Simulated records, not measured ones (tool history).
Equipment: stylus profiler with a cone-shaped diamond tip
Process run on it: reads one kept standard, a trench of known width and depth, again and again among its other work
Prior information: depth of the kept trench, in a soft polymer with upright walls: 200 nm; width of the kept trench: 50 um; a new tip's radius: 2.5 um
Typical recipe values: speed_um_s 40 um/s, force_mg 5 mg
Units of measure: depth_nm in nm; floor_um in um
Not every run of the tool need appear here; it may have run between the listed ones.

| run | hour | speed_um_s | force_mg | depth_nm | floor_um |
|---|---|---|---|---|---|
| 1 | 0 | 40 | 5 | 204.38 | 47.78 |
| 2 | 26 | 40 | 5 | 204.44 | 47.79 |
| 3 | 41.1 | 40 | 5 | 204.26 | 47.79 |
| 4 | 68.9 | 42 | 5 | 204.39 | 47.8 |
| 5 | 94.7 | 42 | 5 | 204.38 | 47.77 |
| 6 | 123.1 | 42 | 5 | 204.22 | 47.74 |
| 7 | 146.8 | 42 | 5 | 204.31 | 47.79 |
| 8 | 171.1 | 42 | 5 | 204.26 | 47.77 |
| 9 | 194 | 42 | 5 | 204.3 | 47.73 |
| 10 | 222.8 | 42 | 5 | 204.36 | 47.74 |
| 11 | 244.5 | 29 | 9.78 | 206.54 | 47.75 |
| 12 | 270.7 | 40 | 14.01 | 208.32 | 47.81 |

Run 13 has not been measured yet. What should we expect?
| 13 | 285.4 | 17 | 3.61 | ? | ? |

depth_nm: 203.6 nm
floor_um: 47.8 um
With the hidden condition absent and the run-to-run variation left alone, this run would have shown depth_nm 203.11 nm, floor_um 47.99 um.

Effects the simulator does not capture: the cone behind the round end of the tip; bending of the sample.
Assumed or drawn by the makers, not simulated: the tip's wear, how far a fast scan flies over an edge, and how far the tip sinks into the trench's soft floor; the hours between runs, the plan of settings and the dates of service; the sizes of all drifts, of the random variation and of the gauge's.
